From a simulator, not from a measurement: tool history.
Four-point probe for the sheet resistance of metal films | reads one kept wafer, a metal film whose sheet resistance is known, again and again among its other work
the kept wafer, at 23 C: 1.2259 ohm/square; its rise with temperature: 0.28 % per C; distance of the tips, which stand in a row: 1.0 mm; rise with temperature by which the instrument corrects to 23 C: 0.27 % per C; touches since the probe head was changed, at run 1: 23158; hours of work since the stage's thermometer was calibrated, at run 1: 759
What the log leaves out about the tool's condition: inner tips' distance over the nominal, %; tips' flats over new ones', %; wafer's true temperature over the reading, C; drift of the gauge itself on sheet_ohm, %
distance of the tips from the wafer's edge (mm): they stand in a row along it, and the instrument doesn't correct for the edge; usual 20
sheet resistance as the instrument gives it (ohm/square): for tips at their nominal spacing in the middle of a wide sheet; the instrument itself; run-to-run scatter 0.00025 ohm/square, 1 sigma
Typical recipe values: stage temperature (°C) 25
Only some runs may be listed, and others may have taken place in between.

run     day  stage temperature (°C)  distance of the tips from the wafer's edge (mm)  touches since the probe head was changed  hours of work since the stage's thermometer was calibrated  sheet resistance as the instrument gives it (ohm/square)
  1   0.000                      25                                               20                                     23158                                                         759                                                  1.230526
  2   0.804                      25                                               20                                     23829                                                         767                                                  1.230907
  3   1.188                      21                                               20                                     24149                                                         772                                                  1.230665
  4   1.892                      25                                               20                                     24735                                                         779                                                  1.230888
  5   2.254                      33                                               20                                     25036                                                         783                                                  1.231260
  6   2.896                      33                                               20                                     25571                                                         791                                                  1.231386
  7   3.400                      33                                               20                                     25991                                                         796                                                  1.231547
  8   4.246                      33                                               25                                     26695                                                         805                                                  1.231110
  9   4.708                      33                                               25                                     27082                                                         810                                                  1.230889
 10   5.538                      33                                               25                                     27772                                                         820                                                  1.230997
 11   6.296                      28                                               20                                     28405                                                         828                                                  1.231655
 12   6.817                      28                                               20                                     28837                                                         834                                                  1.231050
 13   7.367                      25                                               42                                     29295                                                         840                                                  1.229793
 14   8.233                      25                                               42                                     30019                                                         849                                                  1.230013
 15   8.700                      25                                               42                                     30407                                                         854                                                  1.229418
 16   9.467                      25                                               42                                     31046                                                         863                                                  1.229893
 17   9.925                      24                                               20                                     31426                                                         868                                                  1.230951
 18  10.329                      20                                               20                                     31765                                                         872                                                  1.230651
 19  10.912                      20                                               20                                     32252                                                         879                                                  1.230557
 20  11.596                      25                                               11                                     32818                                                         886                                                  1.235257
 21  12.033                      27                                               11                                     33184                                                         891                                                  1.235828
     12.125  -- stage's thermometer calibrated
 22  12.571                      27                                               11                                     33615                                                           5                                                  1.235757
 23  13.375                      22                                                5                                     34285                                                          14                                                  1.255870
     13.821  -- stage's thermometer calibrated, once more
 24  14.050                      29                                               18                                     34830                                                           3                                                  1.231392
 25  14.521                      25                                                8                                     35222                                                           8                                                  1.239360
 26  15.058                      28                                               23                                     35668                                                          14                                                  1.230247
 27  15.629                      28                                               23                                     36145                                                          20                                                  1.230705
 28  16.025                      21                                                6                                     36475                                                          24                                                  1.246685
 29  16.450                      33                                               50                                     36831                                                          29                                                  1.230085
 30  17.225                      32                                               27                                     37474                                                          37                                                  1.230724
 31  17.908                      34                                                4                                     38043                                                          45                                                  1.269567
 32  18.629                      26                                               11                                     38646                                                          53                                                  1.234977
 33  19.438                      29                                                7                                     39317                                                          62                                                  1.243189
 34  20.208                      29                                                7                                     39960                                                          70                                                  1.243169
 35  20.896                      20                                                8                                     40532                                                          78                                                  1.239292
 36  21.383                      31                                                8                                     40941                                                          83                                                  1.240234
 37  22.171                      27                                                8                                     41596                                                          92                                                  1.240007
 38  22.746                      27                                                8                                     42074                                                          98                                                  1.239915
 39  23.433                      27                                                8                                     42647                                                         106                                                  1.240275
 40  24.096                      27                                                8                                     43198                                                         113                                                  1.240016
 41  24.550                      27                                                8                                     43579                                                         118                                                  1.240602
 42  25.346                      20                                                3                                     44241                                                         127                                                  1.298650
 43  26.008                      20                                                3                                     44792                                                         134                                                  1.298348
 44  26.704                      20                                                3                                     45374                                                         142                                                  1.298527

Each row is a separate what-if for the run after 44, all from the same tool condition, not one after another. Results?
  A  27.392                      33                                                5                                     45946                                                         150                                                         ?
  B  27.392                      27                                                6                                     45946                                                         150                                                         ?
  C  27.392                      26                                                6                                     45946                                                         150                                                         ?
  D  27.392                      27                                                8                                     45946                                                         150                                                         ?

run  sheet resistance as the instrument gives it (ohm/square)
  A                                                  1.256770
  B                                                  1.248460
  C                                                  1.247838
  D                                                  1.240083
With the hidden condition removed and each run's random variation left untouched, the same runs would have given:
run  sheet resistance as the instrument gives it (ohm/square)
  A                                                  1.252960
  B                                                  1.244669
  C                                                  1.244048
  D                                                  1.236315
